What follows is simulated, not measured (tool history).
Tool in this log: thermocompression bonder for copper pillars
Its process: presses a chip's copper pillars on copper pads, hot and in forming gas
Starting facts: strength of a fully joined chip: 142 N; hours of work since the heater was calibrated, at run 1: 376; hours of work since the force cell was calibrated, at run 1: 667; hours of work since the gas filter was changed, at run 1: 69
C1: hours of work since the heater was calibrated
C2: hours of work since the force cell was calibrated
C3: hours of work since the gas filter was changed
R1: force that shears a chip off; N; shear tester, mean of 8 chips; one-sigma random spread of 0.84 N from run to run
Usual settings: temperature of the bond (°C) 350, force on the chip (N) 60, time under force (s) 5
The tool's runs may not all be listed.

Run 1, hour 0: usual settings; C1 376; C2 667; C3 69. Result: R1 72.5 N.
Run 2, hour 21.4: usual settings; C1 392; C2 683; C3 85. Result: R1 70.4 N.
Run 3, hour 34.9: usual settings; C1 402; C2 694; C3 95. Result: R1 70.2 N.
Run 4, hour 48.6: usual settings; C1 413; C2 704; C3 106. Result: R1 71.7 N.
Run 5, hour 63.1: usual settings; C1 424; C2 715; C3 117. Result: R1 70.4 N.
Run 6, hour 87.4: usual settings; C1 442; C2 734; C3 135. Result: R1 71 N.
Run 7, hour 104.5: usual settings; C1 455; C2 747; C3 148. Result: R1 68.2 N.
At hour 116.6: forming gas filter changed.
Run 8, hour 119.6: usual settings; C1 466; C2 758; C3 2. Result: R1 74.1 N.
Run 9, hour 135.3: usual settings; C1 478; C2 770; C3 14. Result: R1 73.1 N.
Run 10, hour 155.3: usual settings; C1 493; C2 785; C3 29. Result: R1 72.1 N.
Run 11, hour 171.7: usual settings; C1 506; C2 797; C3 42. Result: R1 75.5 N.
Run 12, hour 193.2: usual settings; C1 522; C2 814; C3 58. Result: R1 73.7 N.
Run 13, hour 214.1: usual settings; C1 538; C2 830; C3 74. Result: R1 75.8 N.
Run 14, hour 237.9: usual settings; C1 556; C2 848; C3 92. Result: R1 72.7 N.
Run 15, hour 255.5: usual settings but temperature of the bond (°C) 326; C1 570; C2 861; C3 106. Result: R1 58.5 N.
Run 16, hour 267.4: usual settings but temperature of the bond (°C) 326; C1 579; C2 870; C3 115. Result: R1 56.5 N.
Run 17, hour 288.8: usual settings but temperature of the bond (°C) 334; C1 595; C2 886; C3 131. Result: R1 64.2 N.
Run 18, hour 303.2: usual settings but time under force (s) 12; C1 606; C2 898; C3 142. Result: R1 94.6 N.
Run 19, hour 321.4: usual settings but time under force (s) 12; C1 620; C2 911; C3 156. Result: R1 94.3 N.
At hour 323.4: forming gas filter changed.
Run 20, hour 343.2: usual settings but time under force (s) 12; C1 636; C2 928; C3 15. Result: R1 96.4 N.
Run 21, hour 364.8: usual settings but time under force (s) 12; C1 653; C2 944; C3 32. Result: R1 95.1 N.
At hour 368.4: heater calibrated with a thermocouple chip.
Run 22, hour 388.6: usual settings but temperature of the bond (°C) 379, force on the chip (N) 48; C1 15; C2 961; C3 48. Result: R1 78.5 N.
Run 23, hour 412.6: usual settings but temperature of the bond (°C) 347, force on the chip (N) 66, time under force (s) 11; C1 34; C2 979; C3 66. Result: R1 99 N.
Run 24, hour 432.7: usual settings but temperature of the bond (°C) 347, force on the chip (N) 66, time under force (s) 11; C1 49; C2 994; C3 82. Result: R1 100.2 N.
At hour 443.6: heater calibrated with a thermocouple chip, once more.
Run 25, hour 444.9: usual settings but temperature of the bond (°C) 347, force on the chip (N) 66, time under force (s) 11; C1 1; C2 1002; C3 89. Result: R1 93.3 N.
Run 26, hour 466.4: usual settings but temperature of the bond (°C) 380, force on the chip (N) 66, time under force (s) 3; C1 17; C2 1018; C3 106. Result: R1 81.9 N.
Run 27, hour 481.4: usual settings but temperature of the bond (°C) 342, force on the chip (N) 39, time under force (s) 3; C1 29; C2 1030; C3 117. Result: R1 35 N.
Run 28, hour 492.6: usual settings but temperature of the bond (°C) 349, force on the chip (N) 57, time under force (s) 8; C1 37; C2 1038; C3 126. Result: R1 75.3 N.
Run 29, hour 511.4: usual settings but temperature of the bond (°C) 349, force on the chip (N) 57, time under force (s) 8; C1 52; C2 1053; C3 140. Result: R1 77.8 N.
Run 30, hour 524.8: usual settings but temperature of the bond (°C) 344, force on the chip (N) 47, time under force (s) 11; C1 62; C2 1063; C3 150. Result: R1 69.9 N.
At hour 534.7: forming gas filter changed.
Run 31, hour 546.1: usual settings but temperature of the bond (°C) 344, force on the chip (N) 47, time under force (s) 11; C1 78; C2 1079; C3 9. Result: R1 71.6 N.
Run 32, hour 569: usual settings but temperature of the bond (°C) 344, force on the chip (N) 47, time under force (s) 11; C1 95; C2 1096; C3 26. Result: R1 73 N.
Run 33, hour 582.6: usual settings but temperature of the bond (°C) 344, force on the chip (N) 47, time under force (s) 11; C1 105; C2 1106; C3 36. Result: R1 72.8 N.
Run 34, hour 599.1: usual settings but temperature of the bond (°C) 344, force on the chip (N) 47, time under force (s) 11; C1 118; C2 1119; C3 49. Result: R1 71.7 N.
Run 35, hour 617.3: usual settings but temperature of the bond (°C) 343, force on the chip (N) 82; C1 132; C2 1133; C3 63. Result: R1 86.3 N.
Run 36, hour 635.7: usual settings but temperature of the bond (°C) 343, force on the chip (N) 82; C1 146; C2 1147; C3 77. Result: R1 86 N.
Run 37, hour 654.4: usual settings but temperature of the bond (°C) 343, force on the chip (N) 82; C1 160; C2 1161; C3 91. Result: R1 85 N.
Run 38, hour 678.8: usual settings but force on the chip (N) 39, time under force (s) 8; C1 179; C2 1180; C3 110. Result: R1 57 N.
Run 39, hour 702.5: usual settings but force on the chip (N) 39, time under force (s) 8; C1 197; C2 1198; C3 128. Result: R1 56.8 N.
Run 40, hour 723.9: usual settings but force on the chip (N) 49; C1 213; C2 1214; C3 144. Result: R1 58.9 N.

For each run, the measured value with the value that run would have given without the tool's hidden condition subtracted. The run-to-run variation is shared by both, the gauge scatter possibly not:
Hidden conditions of the tool in this case: true temperature of the bond over the reading, C; force that reaches the chip, % of what is set; oxide that the forming gas leaves, % of the face; drift of the gauge itself on shear_n, %.
run    R1
  1  +3.7
  2  +3.5
  3  +3.3
  4  +3.2
  5  +3.1
  6  +2.9
  7  +2.7
  8    +6
  9  +5.7
 10  +5.7
 11  +5.6
 12  +5.4
 13  +5.3
 14    +5
 15  +4.8
 16  +4.5
 17  +4.6
 18  +3.9
 19  +3.7
 20  +7.6
 21  +7.2
 22  +8.3
 23  +8.4
 24  +8.2
 25  +1.7
 26  +1.8
 27  +1.4
 28  +1.6
 29  +1.5
 30  +1.4
 31  +4.5
 32  +4.4
 33  +4.2
 34  +4.1
 35    +4
 36  +3.7
 37  +3.5
 38  +3.2
 39    +3
 40    +3

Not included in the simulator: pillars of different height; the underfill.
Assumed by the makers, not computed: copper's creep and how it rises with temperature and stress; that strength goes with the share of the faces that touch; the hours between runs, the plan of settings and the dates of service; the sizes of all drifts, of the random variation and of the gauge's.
